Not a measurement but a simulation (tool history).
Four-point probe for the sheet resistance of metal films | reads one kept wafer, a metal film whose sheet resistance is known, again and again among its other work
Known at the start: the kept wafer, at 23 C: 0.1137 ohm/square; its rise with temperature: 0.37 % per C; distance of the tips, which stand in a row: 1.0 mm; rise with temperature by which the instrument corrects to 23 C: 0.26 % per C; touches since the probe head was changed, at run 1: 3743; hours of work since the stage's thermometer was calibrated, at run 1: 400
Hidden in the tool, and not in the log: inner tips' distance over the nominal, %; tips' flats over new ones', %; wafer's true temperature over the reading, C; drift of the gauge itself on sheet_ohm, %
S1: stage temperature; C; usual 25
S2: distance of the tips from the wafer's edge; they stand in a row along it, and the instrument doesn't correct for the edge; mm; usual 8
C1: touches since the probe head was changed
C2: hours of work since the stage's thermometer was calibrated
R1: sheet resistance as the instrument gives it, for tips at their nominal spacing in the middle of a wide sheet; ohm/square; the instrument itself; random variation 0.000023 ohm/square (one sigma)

run 1 hour=0 | S1=25 S2=8 | C1=3743 C2=400 | R1=0.11502
run 2 hour=12.7 | S1=25 S2=9 | C1=4565 C2=410 | R1=0.114807
run 3 hour=29.2 | S1=25 S2=9 | C1=5624 C2=423 | R1=0.114832
run 4 hour=42.3 | S1=19 S2=9 | C1=6473 C2=434 | R1=0.114078
run 5 hour=51.9 | S1=19 S2=9 | C1=7089 C2=441 | R1=0.114059
run 6 hour=62.1 | S1=19 S2=9 | C1=7751 C2=450 | R1=0.114086
run 7 hour=78.1 | S1=19 S2=9 | C1=8784 C2=462 | R1=0.114046
run 8 hour=95.4 | S1=25 S2=8 | C1=9901 C2=476 | R1=0.115029
run 9 hour=104.9 | S1=25 S2=8 | C1=10511 C2=484 | R1=0.115072
run 10 hour=115.6 | S1=25 S2=8 | C1=11204 C2=492 | R1=0.115064
run 11 hour=130.6 | S1=25 S2=8 | C1=12172 C2=504 | R1=0.115018
run 12 hour=149 | S1=25 S2=8 | C1=13363 C2=519 | R1=0.115079
run 13 hour=166.1 | S1=25 S2=8 | C1=14464 C2=533 | R1=0.115085
run 14 hour=184.3 | S1=25 S2=55 | C1=15638 C2=547 | R1=0.114132
run 15 hour=195.7 | S1=25 S2=8 | C1=16372 C2=556 | R1=0.115062
run 16 hour=205.9 | S1=25 S2=45 | C1=17033 C2=564 | R1=0.114147
run 17 hour=217.4 | S1=25 S2=5 | C1=17773 C2=573 | R1=0.116549
run 18 hour=231.1 | S1=28 S2=51 | C1=18658 C2=584 | R1=0.114501
run 19 hour=248.2 | S1=31 S2=33 | C1=19761 C2=598 | R1=0.11491
run 20 hour=263.1 | S1=31 S2=33 | C1=20721 C2=610 | R1=0.114939
run 21 hour=271.7 | S1=34 S2=23 | C1=21281 C2=617 | R1=0.115443
run 22 hour=280.4 | S1=34 S2=23 | C1=21839 C2=624 | R1=0.115379
run 23 hour=291.9 | S1=31 S2=4 | C1=22586 C2=633 | R1=0.118641
run 24 hour=299.9 | S1=31 S2=4 | C1=23098 C2=639 | R1=0.118607
run 25 hour=309.7 | S1=31 S2=4 | C1=23731 C2=647 | R1=0.118634
run 26 hour=322.7 | S1=22 S2=4 | C1=24572 C2=657 | R1=0.117465
run 27 hour=333 | S1=20 S2=22 | C1=25234 C2=666 | R1=0.113697
run 28 hour=343.2 | S1=20 S2=22 | C1=25895 C2=674 | R1=0.113659
run 29 hour=350.6 | S1=20 S2=22 | C1=26373 C2=680 | R1=0.113673
run 30 hour=363.5 | S1=35 S2=37 | C1=27206 C2=690 | R1=0.115418
run 31 hour=379.1 | S1=24 S2=57 | C1=28214 C2=702 | R1=0.114091
run 32 hour=387.9 | S1=18 S2=10 | C1=28781 C2=709 | R1=0.113914
run 33 hour=400.8 | S1=29 S2=18 | C1=29612 C2=720 | R1=0.114889
run 34 hour=415.2 | S1=21 S2=10 | C1=30540 C2=731 | R1=0.114327

3 ways to go on from here, each from the tool as it stands after run 34. What would each give?
run A hour=427.9 | S1=34 S2=4 | C1=31363 C2=741 | R1=?
run B hour=427.9 | S1=19 S2=15 | C1=31363 C2=741 | R1=?
run C hour=427.9 | S1=25 S2=10 | C1=31363 C2=741 | R1=?

run=A R1=0.119034
run=B R1=0.113724
run=C R1=0.114787
Without the tool's hidden state the same runs would have given:
run=A R1=0.118774
run=B R1=0.113471
run=C R1=0.114533

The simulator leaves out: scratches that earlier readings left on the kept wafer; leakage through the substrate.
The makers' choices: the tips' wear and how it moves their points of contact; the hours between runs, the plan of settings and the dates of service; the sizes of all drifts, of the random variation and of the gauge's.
